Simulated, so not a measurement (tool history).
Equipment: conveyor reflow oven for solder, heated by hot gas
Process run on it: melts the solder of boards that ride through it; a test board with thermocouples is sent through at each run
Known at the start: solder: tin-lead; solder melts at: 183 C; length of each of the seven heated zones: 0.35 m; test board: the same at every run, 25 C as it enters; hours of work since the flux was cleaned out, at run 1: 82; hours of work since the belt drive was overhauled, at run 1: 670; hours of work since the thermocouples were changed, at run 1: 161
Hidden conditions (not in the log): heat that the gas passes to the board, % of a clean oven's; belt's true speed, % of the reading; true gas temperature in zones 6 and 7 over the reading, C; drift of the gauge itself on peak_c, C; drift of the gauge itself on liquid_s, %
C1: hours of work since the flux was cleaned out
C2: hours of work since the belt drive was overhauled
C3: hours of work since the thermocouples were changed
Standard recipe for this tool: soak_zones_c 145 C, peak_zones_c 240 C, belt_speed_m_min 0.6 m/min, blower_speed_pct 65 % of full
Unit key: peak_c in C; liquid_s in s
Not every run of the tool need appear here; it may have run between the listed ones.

{"run": 1, "day": 0.0, "soak_zones_c": 145, "peak_zones_c": 240, "belt_speed_m_min": 0.6, "blower_speed_pct": 65, "C1": 82, "C2": 670, "C3": 161, "peak_c": 226.4, "liquid_s": 61.5}
{"run": 2, "day": 2.912, "soak_zones_c": 145, "peak_zones_c": 239, "belt_speed_m_min": 0.6, "blower_speed_pct": 65, "C1": 118, "C2": 705, "C3": 197, "peak_c": 225.3, "liquid_s": 61.6}
{"run": 3, "day": 5.812, "soak_zones_c": 145, "peak_zones_c": 240, "belt_speed_m_min": 0.6, "blower_speed_pct": 65, "C1": 153, "C2": 740, "C3": 232, "peak_c": 226.1, "liquid_s": 61.8}
{"day": 6.592, "done": "flux residue cleaned out of gas plates and filters"}
{"run": 4, "day": 8.167, "soak_zones_c": 145, "peak_zones_c": 240, "belt_speed_m_min": 0.6, "blower_speed_pct": 65, "C1": 19, "C2": 766, "C3": 258, "peak_c": 227.0, "liquid_s": 61.9}
{"run": 5, "day": 10.283, "soak_zones_c": 145, "peak_zones_c": 240, "belt_speed_m_min": 0.6, "blower_speed_pct": 65, "C1": 45, "C2": 792, "C3": 283, "peak_c": 226.9, "liquid_s": 62.2}
{"day": 12.371, "done": "belt drive overhauled, speed set with a stopwatch"}
{"run": 6, "day": 13.654, "soak_zones_c": 145, "peak_zones_c": 240, "belt_speed_m_min": 0.6, "blower_speed_pct": 65, "C1": 84, "C2": 16, "C3": 322, "peak_c": 226.3, "liquid_s": 60.7}

What does the tool deliver on the next run?
{"run": 7, "day": 16.629, "soak_zones_c": 145, "peak_zones_c": 240, "belt_speed_m_min": 0.6, "blower_speed_pct": 65, "C1": 120, "C2": 52, "C3": 358, "peak_c": "?", "liquid_s": "?"}

peak_c: 226.2 C
liquid_s: 60.8 s
On a tool with no hidden condition, and with the same random variation, this run would have come out at peak_c 226.1 C, liquid_s 60.7 s.

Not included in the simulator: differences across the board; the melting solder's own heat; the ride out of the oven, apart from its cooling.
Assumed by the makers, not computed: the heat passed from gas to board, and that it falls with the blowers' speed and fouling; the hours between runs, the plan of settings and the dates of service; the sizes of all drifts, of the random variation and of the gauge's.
